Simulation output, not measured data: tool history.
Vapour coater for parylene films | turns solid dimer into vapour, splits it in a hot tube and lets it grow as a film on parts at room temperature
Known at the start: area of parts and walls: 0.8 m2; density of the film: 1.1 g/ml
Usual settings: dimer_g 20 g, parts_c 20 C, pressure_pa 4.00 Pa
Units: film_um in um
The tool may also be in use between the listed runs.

{"run": 1, "hour": 0.0, "dimer_g": 20, "parts_c": 20, "pressure_pa": 4.0, "film_um": 14.72}
{"run": 2, "hour": 25.7, "dimer_g": 20, "parts_c": 24, "pressure_pa": 4.0, "film_um": 12.3}
{"run": 3, "hour": 49.2, "dimer_g": 20, "parts_c": 24, "pressure_pa": 4.0, "film_um": 12.25}
{"run": 4, "hour": 77.5, "dimer_g": 20, "parts_c": 24, "pressure_pa": 4.0, "film_um": 12.3}
{"run": 5, "hour": 105.4, "dimer_g": 20, "parts_c": 24, "pressure_pa": 4.0, "film_um": 12.16}
{"run": 6, "hour": 133.0, "dimer_g": 20, "parts_c": 24, "pressure_pa": 4.0, "film_um": 12.25}
{"run": 7, "hour": 163.5, "dimer_g": 10, "parts_c": 20, "pressure_pa": 4.0, "film_um": 7.24}
{"run": 8, "hour": 180.8, "dimer_g": 20, "parts_c": 20, "pressure_pa": 4.0, "film_um": 14.72}
{"run": 9, "hour": 199.4, "dimer_g": 20, "parts_c": 20, "pressure_pa": 4.0, "film_um": 14.66}
{"run": 10, "hour": 229.7, "dimer_g": 20, "parts_c": 20, "pressure_pa": 4.0, "film_um": 14.43}
{"run": 11, "hour": 249.1, "dimer_g": 20, "parts_c": 20, "pressure_pa": 4.0, "film_um": 14.45}
{"run": 12, "hour": 270.9, "dimer_g": 12, "parts_c": 20, "pressure_pa": 4.0, "film_um": 8.59}
{"hour": 291.9, "done": "trap's valve overhauled"}
{"run": 13, "hour": 297.1, "dimer_g": 12, "parts_c": 20, "pressure_pa": 4.0, "film_um": 8.74}
{"run": 14, "hour": 325.9, "dimer_g": 12, "parts_c": 20, "pressure_pa": 4.0, "film_um": 8.63}
{"run": 15, "hour": 356.1, "dimer_g": 12, "parts_c": 20, "pressure_pa": 4.0, "film_um": 8.74}
{"run": 16, "hour": 373.5, "dimer_g": 12, "parts_c": 20, "pressure_pa": 4.0, "film_um": 8.7}
{"run": 17, "hour": 399.6, "dimer_g": 20, "parts_c": 20, "pressure_pa": 4.0, "film_um": 14.79}
{"run": 18, "hour": 414.5, "dimer_g": 20, "parts_c": 20, "pressure_pa": 4.0, "film_um": 14.36}
{"run": 19, "hour": 429.5, "dimer_g": 20, "parts_c": 20, "pressure_pa": 2.36, "film_um": 16.33}
{"run": 20, "hour": 449.3, "dimer_g": 20, "parts_c": 20, "pressure_pa": 2.36, "film_um": 16.24}
{"run": 21, "hour": 463.7, "dimer_g": 20, "parts_c": 20, "pressure_pa": 2.36, "film_um": 16.39}
{"run": 22, "hour": 491.4, "dimer_g": 20, "parts_c": 20, "pressure_pa": 2.36, "film_um": 16.3}
{"run": 23, "hour": 512.3, "dimer_g": 20, "parts_c": 20, "pressure_pa": 10.86, "film_um": 11.45}
{"run": 24, "hour": 530.8, "dimer_g": 20, "parts_c": 19, "pressure_pa": 7.04, "film_um": 13.33}
{"run": 25, "hour": 547.9, "dimer_g": 14, "parts_c": 32, "pressure_pa": 6.46, "film_um": 5.39}
{"run": 26, "hour": 576.4, "dimer_g": 14, "parts_c": 12, "pressure_pa": 3.41, "film_um": 14.82}
{"run": 27, "hour": 603.9, "dimer_g": 8, "parts_c": 23, "pressure_pa": 3.41, "film_um": 5.24}
{"run": 28, "hour": 629.6, "dimer_g": 8, "parts_c": 23, "pressure_pa": 2.03, "film_um": 5.9}
{"run": 29, "hour": 652.4, "dimer_g": 13, "parts_c": 24, "pressure_pa": 11.71, "film_um": 6.22}
{"run": 30, "hour": 681.7, "dimer_g": 34, "parts_c": 24, "pressure_pa": 11.71, "film_um": 16.15}
{"run": 31, "hour": 699.3, "dimer_g": 12, "parts_c": 19, "pressure_pa": 6.21, "film_um": 8.14}
{"hour": 714.6, "done": "trap's valve overhauled"}
{"run": 32, "hour": 724.1, "dimer_g": 15, "parts_c": 19, "pressure_pa": 6.21, "film_um": 10.28}
{"run": 33, "hour": 751.0, "dimer_g": 15, "parts_c": 31, "pressure_pa": 4.26, "film_um": 6.62}
{"run": 34, "hour": 775.7, "dimer_g": 9, "parts_c": 31, "pressure_pa": 9.35, "film_um": 3.32}
{"run": 35, "hour": 790.9, "dimer_g": 22, "parts_c": 14, "pressure_pa": 11.17, "film_um": 16.31}
{"run": 36, "hour": 812.9, "dimer_g": 22, "parts_c": 18, "pressure_pa": 3.33, "film_um": 17.88}
{"run": 37, "hour": 836.6, "dimer_g": 22, "parts_c": 15, "pressure_pa": 5.77, "film_um": 18.24}

Forecast each of these 5 alternatives for the next run:
{"run": "A", "hour": 852.7, "dimer_g": 20, "parts_c": 16, "pressure_pa": 4.0, "film_um": "?"}
{"run": "B", "hour": 852.7, "dimer_g": 20, "parts_c": 20, "pressure_pa": 10.85, "film_um": "?"}
{"run": "C", "hour": 852.7, "dimer_g": 22, "parts_c": 31, "pressure_pa": 6.22, "film_um": "?"}
{"run": "D", "hour": 852.7, "dimer_g": 23, "parts_c": 23, "pressure_pa": 3.24, "film_um": "?"}
{"run": "E", "hour": 852.7, "dimer_g": 27, "parts_c": 32, "pressure_pa": 2.33, "film_um": "?"}

run=A film_um=17.10
run=B film_um=11.50
run=C film_um=9.03
run=D film_um=15.32
run=E film_um=13.00
Without the tool's hidden state the same runs would have given:
run=A film_um=17.10
run=B film_um=11.50
run=C film_um=9.04
run=D film_um=15.32
run=E film_um=13.00

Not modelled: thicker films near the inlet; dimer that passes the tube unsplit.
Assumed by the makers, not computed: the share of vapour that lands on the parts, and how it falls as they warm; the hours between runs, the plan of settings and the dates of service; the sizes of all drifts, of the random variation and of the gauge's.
